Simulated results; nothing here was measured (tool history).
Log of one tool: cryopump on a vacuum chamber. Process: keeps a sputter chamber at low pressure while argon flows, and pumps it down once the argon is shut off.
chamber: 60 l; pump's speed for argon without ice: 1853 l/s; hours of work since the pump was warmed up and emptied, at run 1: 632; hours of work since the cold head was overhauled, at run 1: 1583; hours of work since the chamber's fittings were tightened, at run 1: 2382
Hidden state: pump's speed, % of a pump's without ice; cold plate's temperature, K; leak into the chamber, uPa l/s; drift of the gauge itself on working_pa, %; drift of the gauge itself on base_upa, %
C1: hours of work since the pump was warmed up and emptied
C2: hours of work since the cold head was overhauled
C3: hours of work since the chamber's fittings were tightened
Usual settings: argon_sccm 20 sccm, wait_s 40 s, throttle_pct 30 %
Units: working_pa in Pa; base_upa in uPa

run 1 day=0.000 | argon_sccm=20 wait_s=40 throttle_pct=30 | C1=632 C2=1583 C3=2382 | working_pa=0.0649 base_upa=1.75
run 2 day=2.946 | argon_sccm=20 wait_s=40 throttle_pct=24 | C1=673 C2=1624 C3=2422 | working_pa=0.0800 base_upa=1.83
run 3 day=5.379 | argon_sccm=20 wait_s=40 throttle_pct=18 | C1=706 C2=1657 C3=2456 | working_pa=0.1068 base_upa=1.82
run 4 day=6.892 | argon_sccm=20 wait_s=232 throttle_pct=30 | C1=727 C2=1678 C3=2476 | working_pa=0.0660 base_upa=1.54
run 5 day=8.700 | argon_sccm=20 wait_s=40 throttle_pct=30 | C1=752 C2=1702 C3=2501 | working_pa=0.0642 base_upa=1.88
run 6 day=10.729 | argon_sccm=20 wait_s=40 throttle_pct=30 | C1=779 C2=1730 C3=2529 | working_pa=0.0655 base_upa=1.95
run 7 day=12.854 | argon_sccm=20 wait_s=40 throttle_pct=30 | C1=809 C2=1759 C3=2558 | working_pa=0.0651 base_upa=1.92
run 8 day=15.988 | argon_sccm=20 wait_s=182 throttle_pct=30 | C1=851 C2=1802 C3=2601 | working_pa=0.0666 base_upa=1.68
run 9 day=17.475 | argon_sccm=20 wait_s=182 throttle_pct=30 | C1=872 C2=1823 C3=2621 | working_pa=0.0665 base_upa=1.66
run 10 day=19.721 | argon_sccm=37 wait_s=35 throttle_pct=30 | C1=903 C2=1853 C3=2652 | working_pa=0.1232 base_upa=2.11
run 11 day=22.446 | argon_sccm=15 wait_s=255 throttle_pct=55 | C1=940 C2=1891 C3=2689 | working_pa=0.0291 base_upa=1.73
-- day=23.525 pump warmed up, emptied and cooled again
run 12 day=25.488 | argon_sccm=15 wait_s=255 throttle_pct=55 | C1=27 C2=1930 C3=2728 | working_pa=0.0258 base_upa=1.38
run 13 day=27.783 | argon_sccm=10 wait_s=245 throttle_pct=51 | C1=58 C2=1961 C3=2760 | working_pa=0.0182 base_upa=1.40
run 14 day=30.796 | argon_sccm=19 wait_s=208 throttle_pct=18 | C1=100 C2=2002 C3=2801 | working_pa=0.0975 base_upa=1.47
run 15 day=33.988 | argon_sccm=19 wait_s=208 throttle_pct=18 | C1=143 C2=2046 C3=2845 | working_pa=0.0963 base_upa=1.49

How the hidden state differs across the entries between the runs, from the last listed run before each to the first after it:
Between runs 11 and 12: pump warmed up, emptied and cooled again (day 23.525)
  pump's speed, % of a pump's without ice: 77.3 -> 99.2; cold plate's temperature, K: 12.92 -> 12.94; leak into the chamber, uPa l/s: 2332 -> 2361
  measured less the result without the state, working_pa: +0.0043 -> +0.0004 Pa; base_upa: +1.51 -> +1.13 uPa
